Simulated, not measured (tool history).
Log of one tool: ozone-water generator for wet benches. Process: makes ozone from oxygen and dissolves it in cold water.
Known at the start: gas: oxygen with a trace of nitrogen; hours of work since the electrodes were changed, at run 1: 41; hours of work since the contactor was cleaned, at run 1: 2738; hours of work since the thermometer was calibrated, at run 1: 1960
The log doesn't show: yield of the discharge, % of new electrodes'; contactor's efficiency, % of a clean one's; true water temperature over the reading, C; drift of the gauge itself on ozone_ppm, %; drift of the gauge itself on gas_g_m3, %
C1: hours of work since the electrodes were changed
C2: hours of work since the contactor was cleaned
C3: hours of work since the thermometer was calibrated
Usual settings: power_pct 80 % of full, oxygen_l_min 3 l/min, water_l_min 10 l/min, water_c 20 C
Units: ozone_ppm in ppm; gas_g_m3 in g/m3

run 1 hour=0 | power_pct=80 oxygen_l_min=3 water_l_min=10 water_c=20 | C1=41 C2=2738 C3=1960 | ozone_ppm=25.3 gas_g_m3=205.4
run 2 hour=19.5 | power_pct=80 oxygen_l_min=3 water_l_min=10 water_c=20 | C1=53 C2=2751 C3=1973 | ozone_ppm=25.2 gas_g_m3=205.8
run 3 hour=39.5 | power_pct=80 oxygen_l_min=3 water_l_min=10 water_c=20 | C1=66 C2=2763 C3=1986 | ozone_ppm=25.2 gas_g_m3=204.5
run 4 hour=58.5 | power_pct=80 oxygen_l_min=3 water_l_min=10 water_c=13 | C1=78 C2=2776 C3=1998 | ozone_ppm=28.1 gas_g_m3=204.1
run 5 hour=81.1 | power_pct=80 oxygen_l_min=3 water_l_min=10 water_c=13 | C1=93 C2=2790 C3=2012 | ozone_ppm=27.9 gas_g_m3=204.1
run 6 hour=99.2 | power_pct=80 oxygen_l_min=3 water_l_min=10 water_c=13 | C1=105 C2=2802 C3=2024 | ozone_ppm=27.8 gas_g_m3=203
run 7 hour=129.6 | power_pct=80 oxygen_l_min=3 water_l_min=10 water_c=20 | C1=124 C2=2821 C3=2043 | ozone_ppm=25.2 gas_g_m3=204.6
run 8 hour=153.3 | power_pct=80 oxygen_l_min=3 water_l_min=10 water_c=20 | C1=139 C2=2836 C3=2059 | ozone_ppm=25.2 gas_g_m3=203.2
run 9 hour=185.5 | power_pct=80 oxygen_l_min=3 water_l_min=10 water_c=20 | C1=160 C2=2857 C3=2079 | ozone_ppm=25.4 gas_g_m3=204.6
run 10 hour=207.7 | power_pct=80 oxygen_l_min=3 water_l_min=10 water_c=20 | C1=174 C2=2871 C3=2093 | ozone_ppm=25.4 gas_g_m3=204.1
run 11 hour=225.1 | power_pct=80 oxygen_l_min=3 water_l_min=10 water_c=20 | C1=185 C2=2882 C3=2105 | ozone_ppm=25 gas_g_m3=201.5
-- hour=228.5 water thermometer calibrated
run 12 hour=245.7 | power_pct=80 oxygen_l_min=3 water_l_min=10 water_c=20 | C1=198 C2=2895 C3=11 | ozone_ppm=25 gas_g_m3=203.3
run 13 hour=272.4 | power_pct=80 oxygen_l_min=3 water_l_min=10 water_c=20 | C1=215 C2=2912 C3=28 | ozone_ppm=25.1 gas_g_m3=202.9
run 14 hour=293.9 | power_pct=64 oxygen_l_min=3 water_l_min=10 water_c=20 | C1=229 C2=2926 C3=42 | ozone_ppm=20.7 gas_g_m3=169.4
run 15 hour=318.2 | power_pct=64 oxygen_l_min=3 water_l_min=10 water_c=20 | C1=245 C2=2942 C3=58 | ozone_ppm=21 gas_g_m3=171.7
run 16 hour=332.4 | power_pct=64 oxygen_l_min=3 water_l_min=7 water_c=20 | C1=254 C2=2951 C3=67 | ozone_ppm=26 gas_g_m3=169.1
run 17 hour=364 | power_pct=80 oxygen_l_min=3.01 water_l_min=10 water_c=20 | C1=274 C2=2971 C3=87 | ozone_ppm=25.1 gas_g_m3=203.8
run 18 hour=395.2 | power_pct=80 oxygen_l_min=3.36 water_l_min=10 water_c=20 | C1=294 C2=2991 C3=107 | ozone_ppm=24.9 gas_g_m3=191.6
-- hour=398.5 water thermometer calibrated, once more
run 19 hour=410.1 | power_pct=48 oxygen_l_min=4.25 water_l_min=10 water_c=19 | C1=303 C2=3000 C3=7 | ozone_ppm=16.2 gas_g_m3=108.1
run 20 hour=430.2 | power_pct=48 oxygen_l_min=4.25 water_l_min=10 water_c=19 | C1=316 C2=3013 C3=20 | ozone_ppm=15.9 gas_g_m3=110.2
run 21 hour=452.1 | power_pct=48 oxygen_l_min=4.25 water_l_min=10 water_c=19 | C1=330 C2=3027 C3=34 | ozone_ppm=15.7 gas_g_m3=108.6
run 22 hour=471.4 | power_pct=48 oxygen_l_min=4.25 water_l_min=10 water_c=19 | C1=343 C2=3040 C3=47 | ozone_ppm=15.9 gas_g_m3=107.7
run 23 hour=503.6 | power_pct=48 oxygen_l_min=4.25 water_l_min=10 water_c=19 | C1=363 C2=3060 C3=67 | ozone_ppm=15.9 gas_g_m3=107.7
run 24 hour=528.6 | power_pct=41 oxygen_l_min=3.7 water_l_min=15 water_c=19 | C1=379 C2=3076 C3=83 | ozone_ppm=10.8 gas_g_m3=104.2
run 25 hour=554.9 | power_pct=41 oxygen_l_min=3.7 water_l_min=15 water_c=19 | C1=396 C2=3093 C3=100 | ozone_ppm=10.5 gas_g_m3=103
run 26 hour=575.3 | power_pct=41 oxygen_l_min=3.7 water_l_min=8 water_c=19 | C1=409 C2=3106 C3=113 | ozone_ppm=16.2 gas_g_m3=104.1
run 27 hour=603.1 | power_pct=86 oxygen_l_min=4.78 water_l_min=8 water_c=28 | C1=427 C2=3124 C3=131 | ozone_ppm=23 gas_g_m3=164.4
run 28 hour=621.7 | power_pct=86 oxygen_l_min=4.78 water_l_min=8 water_c=28 | C1=439 C2=3136 C3=143 | ozone_ppm=23.4 gas_g_m3=163.5
run 29 hour=643.7 | power_pct=42 oxygen_l_min=3 water_l_min=10 water_c=20 | C1=453 C2=3150 C3=157 | ozone_ppm=14.5 gas_g_m3=119.1
run 30 hour=669.6 | power_pct=42 oxygen_l_min=3 water_l_min=10 water_c=20 | C1=470 C2=3167 C3=174 | ozone_ppm=14.5 gas_g_m3=119.1
run 31 hour=699 | power_pct=42 oxygen_l_min=3 water_l_min=10 water_c=20 | C1=489 C2=3186 C3=193 | ozone_ppm=14.7 gas_g_m3=120.4
run 32 hour=714.1 | power_pct=94 oxygen_l_min=3 water_l_min=10 water_c=14 | C1=498 C2=3195 C3=202 | ozone_ppm=31.3 gas_g_m3=230.7

4 ways to go on from here, each from the tool as it stands after run 32. What would each give?
run A hour=732.5 | power_pct=100 oxygen_l_min=3 water_l_min=9 water_c=20 | C1=510 C2=3207 C3=214 | ozone_ppm=? gas_g_m3=?
run B hour=732.5 | power_pct=94 oxygen_l_min=3 water_l_min=9 water_c=14 | C1=510 C2=3207 C3=214 | ozone_ppm=? gas_g_m3=?
run C hour=732.5 | power_pct=94 oxygen_l_min=2.74 water_l_min=10 water_c=14 | C1=510 C2=3207 C3=214 | ozone_ppm=? gas_g_m3=?
run D hour=732.5 | power_pct=75 oxygen_l_min=3 water_l_min=7 water_c=20 | C1=510 C2=3207 C3=214 | ozone_ppm=? gas_g_m3=?

run=A ozone_ppm=32.3 gas_g_m3=245.1
run=B ozone_ppm=33.6 gas_g_m3=233
run=C ozone_ppm=31.3 gas_g_m3=242.5
run=D ozone_ppm=29.3 gas_g_m3=192.8
Without the tool's hidden state the same runs would have given:
run=A ozone_ppm=33.1 gas_g_m3=247.7
run=B ozone_ppm=34.5 gas_g_m3=235.4
run=C ozone_ppm=32.2 gas_g_m3=244.9
run=D ozone_ppm=29.9 gas_g_m3=194.5

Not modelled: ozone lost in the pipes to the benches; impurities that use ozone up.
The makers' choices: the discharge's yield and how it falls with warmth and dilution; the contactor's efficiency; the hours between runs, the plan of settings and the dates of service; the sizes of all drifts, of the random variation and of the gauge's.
